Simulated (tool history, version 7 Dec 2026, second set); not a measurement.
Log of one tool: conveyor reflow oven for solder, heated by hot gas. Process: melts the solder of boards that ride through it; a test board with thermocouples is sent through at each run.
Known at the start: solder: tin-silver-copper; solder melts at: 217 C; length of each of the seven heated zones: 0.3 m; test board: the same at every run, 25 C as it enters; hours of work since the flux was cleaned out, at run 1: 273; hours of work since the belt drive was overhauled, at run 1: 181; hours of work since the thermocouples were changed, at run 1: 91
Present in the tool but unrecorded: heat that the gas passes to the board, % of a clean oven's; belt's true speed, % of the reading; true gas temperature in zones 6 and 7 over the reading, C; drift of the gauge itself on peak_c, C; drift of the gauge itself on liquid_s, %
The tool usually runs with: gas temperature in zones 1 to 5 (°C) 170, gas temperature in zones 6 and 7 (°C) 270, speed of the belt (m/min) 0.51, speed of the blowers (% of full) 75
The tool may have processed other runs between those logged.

| run | hour | gas temperature in zones 1 to 5 (°C) | gas temperature in zones 6 and 7 (°C) | speed of the belt (m/min) | speed of the blowers (% of full) | hours of work since the flux was cleaned out | hours of work since the belt drive was overhauled | hours of work since the thermocouples were changed | highest temperature of the board (°C) | time above the solder's melting point (s) |
|---|---|---|---|---|---|---|---|---|---|---|
| 1 | 0 | 170 | 270 | 0.51 | 75 | 273 | 181 | 91 | 250.4 | 49.2 |
| 2 | 11.6 | 170 | 270 | 0.51 | 75 | 278 | 187 | 97 | 250.4 | 48.4 |
| 3 | 20.1 | 157 | 270 | 0.51 | 75 | 282 | 191 | 101 | 246 | 42.6 |
| 4 | 28 | 157 | 270 | 0.51 | 75 | 286 | 195 | 105 | 246.4 | 42.1 |
| 5 | 38.5 | 169 | 270 | 0.51 | 75 | 291 | 200 | 110 | 249.6 | 47.8 |
| 6 | 52.1 | 169 | 270 | 0.51 | 75 | 298 | 207 | 116 | 248.8 | 47.3 |
| 7 | 58.1 | 170 | 270 | 0.51 | 59 | 301 | 209 | 119 | 243.5 | 42.2 |
| 8 | 67.6 | 170 | 270 | 0.51 | 59 | 305 | 214 | 124 | 243.1 | 42.3 |
| 9 | 81.2 | 170 | 270 | 0.51 | 59 | 312 | 221 | 130 | 243.8 | 41.6 |
| 10 | 88.6 | 177 | 270 | 0.51 | 59 | 315 | 224 | 134 | 244.8 | 45.4 |
| 11 | 95.5 | 177 | 264 | 0.51 | 59 | 319 | 227 | 137 | 239.7 | 41.2 |
| 12 | 103 | 170 | 270 | 0.582 | 75 | 322 | 231 | 141 | 243.1 | 37.7 |
| 13 | 114.1 | 170 | 270 | 0.582 | 75 | 328 | 236 | 146 | 243.8 | 37.3 |
| 14 | 122.1 | 170 | 265 | 0.51 | 75 | 331 | 240 | 150 | 244.7 | 45.2 |
| 15 | 129.3 | 170 | 270 | 0.51 | 75 | 335 | 244 | 153 | 249.3 | 48.4 |
| 16 | 138 | 170 | 274 | 0.524 | 75 | 339 | 248 | 158 | 250.7 | 48.6 |
| 17 | 151.1 | 169 | 276 | 0.524 | 75 | 345 | 254 | 164 | 252.6 | 48.1 |
| 18 | 164.3 | 169 | 276 | 0.524 | 75 | 352 | 261 | 170 | 252.3 | 49.4 |
| 19 | 172 | 174 | 283 | 0.481 | 87 | 356 | 264 | 174 | 265.1 | 65 |
| 20 | 184.2 | 174 | 283 | 0.481 | 87 | 361 | 270 | 180 | 265.3 | 64.6 |
| 21 | 195.6 | 173 | 270 | 0.541 | 59 | 367 | 276 | 185 | 240.6 | 38 |
| 22 | 203.5 | 173 | 270 | 0.541 | 77 | 371 | 280 | 189 | 247.2 | 44.9 |
| 23 | 215.2 | 173 | 270 | 0.541 | 77 | 376 | 285 | 195 | 246.6 | 45.1 |
| 24 | 227.7 | 170 | 270 | 0.6 | 64 | 382 | 291 | 201 | 236.6 | 28.2 |
| 25 | 238.9 | 171 | 269 | 0.51 | 65 | 388 | 297 | 206 | 244.5 | 44.3 |
| 26 | 250.4 | 171 | 269 | 0.51 | 65 | 393 | 302 | 212 | 243.8 | 43.8 |
| 27 | 264.3 | 170 | 270 | 0.51 | 75 | 400 | 309 | 219 | 247.6 | 47.5 |
| 28 | 276 | 170 | 259 | 0.51 | 58 | 406 | 314 | 224 | 233.8 | 31.1 |
| 29 | 286.7 | 170 | 259 | 0.51 | 58 | 411 | 320 | 229 | 233.3 | 30.4 |
| 30 | 298.8 | 170 | 259 | 0.51 | 58 | 417 | 325 | 235 | 233.6 | 30.2 |

Branching from run 30: 4 alternative next runs. What would each branch give?
| A | 308.8 | 170 | 275 | 0.537 | 85 | 421 | 330 | 240 | ? | ? |
| B | 308.8 | 170 | 270 | 0.51 | 57 | 421 | 330 | 240 | ? | ? |
| C | 308.8 | 170 | 259 | 0.51 | 77 | 421 | 330 | 240 | ? | ? |
| D | 308.8 | 170 | 259 | 0.51 | 56 | 421 | 330 | 240 | ? | ? |

| run | highest temperature of the board (°C) | time above the solder's melting point (s) |
|---|---|---|
| A | 253 | 48.8 |
| B | 240.5 | 39.6 |
| C | 239.5 | 40.5 |
| D | 231.2 | 29.3 |
Stripped of hidden state, with their random variation kept, the same runs would have yielded:
| run | highest temperature of the board (°C) | time above the solder's melting point (s) |
|---|---|---|
| A | 258 | 52.3 |
| B | 244.3 | 43.8 |
| C | 243.5 | 45.4 |
| D | 234.7 | 34.6 |

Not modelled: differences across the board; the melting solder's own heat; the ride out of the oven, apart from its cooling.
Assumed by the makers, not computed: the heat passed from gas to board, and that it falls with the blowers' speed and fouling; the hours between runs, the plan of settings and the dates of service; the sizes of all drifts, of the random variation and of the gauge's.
